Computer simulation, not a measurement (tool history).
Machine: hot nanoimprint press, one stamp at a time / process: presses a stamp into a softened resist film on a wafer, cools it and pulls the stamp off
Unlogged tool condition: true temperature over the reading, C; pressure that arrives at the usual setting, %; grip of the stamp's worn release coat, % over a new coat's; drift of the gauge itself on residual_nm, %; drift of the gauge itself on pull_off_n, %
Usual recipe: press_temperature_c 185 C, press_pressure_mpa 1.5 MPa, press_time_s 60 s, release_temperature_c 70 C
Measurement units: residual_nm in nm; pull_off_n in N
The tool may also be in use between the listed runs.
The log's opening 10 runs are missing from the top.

run    hour  press_temperature_c  press_pressure_mpa  press_time_s  release_temperature_c  hours of work since the thermocouple was calibrated  imprints on the stamp's release coat  hours of work since the press's seals were changed  residual_nm  pull_off_n
      457.3  -- stamp cleaned and given a new release coat
 11   478.9                  179                 1.5            60                     70                                                  129                                    80                                                 761        152.5         143
      500.5  -- plate thermocouple calibrated, once more
 12   524.2                  179                 1.5            60                     70                                                   11                                   235                                                 781        162.1         161
 13   553.7                  179                 1.5            60                     70                                                   25                                   343                                                 795        163.3         159
 14   582.7                  179                 1.5            60                     70                                                   39                                   450                                                 809        165.1         161
 15   648.9                  179                 1.5            60                     70                                                   71                                   693                                                 840        162.8         162
 16   720.6                  179                 1.5            60                     70                                                  105                                   957                                                 874        160.8         171
 17   773.5                  176                 1.5            35                     64                                                  130                                  1151                                                 899        205.7         199
 18   821.6                  176                 1.5            35                     64                                                  153                                  1328                                                 922          207         198
 19   857.4                  185                 1.5            78                     71                                                  170                                  1459                                                 939        117.7         192
        914  -- stamp cleaned and given a new release coat
 20   915.4                  185                 1.5            78                     71                                                  194                                     5                                                 964          119         149
 21   977.1                  185                 1.5           104                     55                                                  224                                   232                                                 993        103.7         186
 22  1028.3                  176                0.95           104                     55                                                  248                                   420                                                1018        172.5         188
     1061.1  -- press's hydraulic seals changed and the load cell set to zero
 23  1074.2                  196                1.08            60                     66                                                  266                                   559                                                   6          103         178
     1082.8  -- plate thermocouple calibrated
 24  1128.4                  196                1.12            36                     75                                                   22                                   748                                                  31        128.6         160
 25  1200.2                  196                1.24            36                     58                                                   56                                  1011                                                  65        122.6         206
 26  1255.5                  180                1.83            90                     69                                                   82                                  1215                                                  91        121.9         185
 27  1304.9                  180                1.83            90                     69                                                  106                                  1396                                                 114        121.4         191
     1377.6  -- stamp cleaned and given a new release coat
 28  1377.6                  185                1.61            60                     74                                                  137                                     0                                                 146        125.3         136
 29  1428.7                  185                1.61            56                     72                                                  161                                   188                                                 170        128.6         150
 30  1459.9                  185                0.95           117                     70                                                  176                                   303                                                 185        121.6         155
 31  1515.6                  188                 2.2            45                     64                                                  203                                   507                                                 212        110.4         173

What if the next run were any one of these 3? Each begins from the tool's condition after run 31:
  A  1564.3                  185                1.74            32                     70                                                  226                                   686                                                 235            ?           ?
  B  1564.3                  188                 2.2            45                     57                                                  226                                   686                                                 235            ?           ?
  C  1564.3                  193                0.93            86                     70                                                  226                                   686                                                 235            ?           ?

run  residual_nm  pull_off_n
  A        150.2         163
  B        110.1         190
  C        105.5         168
Take away the tool's hidden state, keep each run's random variation, and the runs would have read:
run  residual_nm  pull_off_n
  A        153.6         146
  B        112.4         169
  C        108.3         150

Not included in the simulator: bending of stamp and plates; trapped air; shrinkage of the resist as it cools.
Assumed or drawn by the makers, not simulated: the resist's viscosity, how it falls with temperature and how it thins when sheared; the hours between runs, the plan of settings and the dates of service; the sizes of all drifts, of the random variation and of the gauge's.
